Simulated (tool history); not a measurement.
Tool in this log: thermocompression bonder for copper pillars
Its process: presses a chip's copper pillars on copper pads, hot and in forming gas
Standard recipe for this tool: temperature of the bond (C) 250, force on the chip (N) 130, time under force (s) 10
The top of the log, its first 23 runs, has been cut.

run,hour,temperature of the bond (C),force on the chip (N),time under force (s),hours of work since the heater was calibrated,hours of work since the force cell was calibrated,hours of work since the gas filter was changed,force that shears a chip off (N)
24,211.3,224,80,7,260,515,107,17.9
25,224,250,87,12,270,525,117,37.8
26,236.8,250,87,12,280,536,127,37.8
27,244.6,250,87,12,286,542,133,37.8
28,256.9,250,127,9,296,551,143,41.1
29,262.5,245,140,6,300,556,147,35.4
30,272.2,233,152,10,308,563,155,37.9
31,282.1,253,108,6,316,571,163,34.3
32,291.6,253,108,6,323,579,170,33.2
33,300.5,224,174,13,330,586,177,39.2
34,308.2,224,174,6,336,592,183,27.7
35,318.5,224,174,6,344,600,191,28.5
36,327.4,258,174,21,351,607,198,69.6

What if the next run were any one of these 4? Each begins from the tool's condition after run 36:
A,337.6,250,167,10,359,615,206,?
B,337.6,226,130,10,359,615,206,?
C,337.6,244,130,6,359,615,206,?
D,337.6,242,174,21,359,615,206,?

run,force that shears a chip off (N)
A,50
B,29.1
C,31.1
D,58.3
With the hidden condition removed and each run's random variation left untouched, the same runs would have given:
run,force that shears a chip off (N)
A,56.6
B,33.8
C,35.9
D,65.6
